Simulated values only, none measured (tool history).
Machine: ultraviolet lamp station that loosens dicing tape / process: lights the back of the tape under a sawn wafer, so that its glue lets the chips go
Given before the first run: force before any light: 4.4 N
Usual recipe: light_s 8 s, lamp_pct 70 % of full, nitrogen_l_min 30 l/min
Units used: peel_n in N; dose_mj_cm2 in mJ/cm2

run    hour  light_s  lamp_pct  nitrogen_l_min  peel_n  dose_mj_cm2
  1     0.0        8        70              30   0.585          375
  2    20.4        8        70              30   0.584          373
  3    41.8        8        70              30   0.596          373
  4    68.3        8        70              30   0.573          378
  5    91.8        8        70              30   0.592          380
  6   109.6        8        70              30   0.577          375
  7   129.3        8        70              30   0.599          374
  8   148.9        8        70              30   0.568          377
  9   164.6        8        70              30   0.596          376
 10   188.9        8        70              30   0.575          377
 11   208.0        8        70              30   0.587          380
 12   224.3        8        70              30   0.564          371
 13   248.2        8        70              30   0.604          373
 14   275.9        8        70              30   0.578          381
 15   305.1        8        70              30   0.584          379
 16   323.6        8        70              30   0.612          373
 17   359.7        8        70              30   0.587          377
 18   381.7        8        70              30   0.569          374
 19   414.2        8        99              30   0.307          532
 20   439.8        8        99              30   0.331          530
 21   455.8        8        99              35   0.289          531
 22   481.1        8        99              35   0.291          529
 23   513.0        8        70              18   0.743          376
 24   539.7        8        70              36   0.528          373
 25   570.8       10        62              15   0.711          413
 26   591.7       10        62              15   0.702          414
 27   620.6        5        70              31   1.125          233
 28   651.7        8        70              16   0.779          378
 29   676.8        8        70              16   0.798          374
 30   698.4       12        70              16   0.401          563
 31   731.9       12        70              16   0.399          562
 32   756.1       12        70              16   0.412          570
 33   789.7        6        86              30   0.687          344
 34   822.6        6        92              31   0.603          373
 35   859.0        6        92              31   0.580          372
 36   891.9       11        78              15   0.393          565
 37   927.9       12        89              11   0.310          715
 38   962.2        5        64               9   1.897          214
 39   980.2       10        98              17   0.279          657
 40  1016.6       10        98              17   0.300          652
 41  1051.1       10        98              17   0.285          657
 42  1068.8       10        98               9   0.429          652
 43  1091.3       10        98               9   0.422          656

Withheld: 2 entries from between the runs. Position of each, and hidden state at the listed run before versus the listed run after:
Run 6 -> run 7: lamp changed (hour 126.7)
  lamp's light, % of a new lamp's: 99.6 -> 100
Run 16 -> run 17: window cleaned of glue's vapour (hour 335.0)
  lamp's light, % of a new lamp's: 100 -> 99.9; light that the window lets through, % of a clean one's: 99.9 -> 100
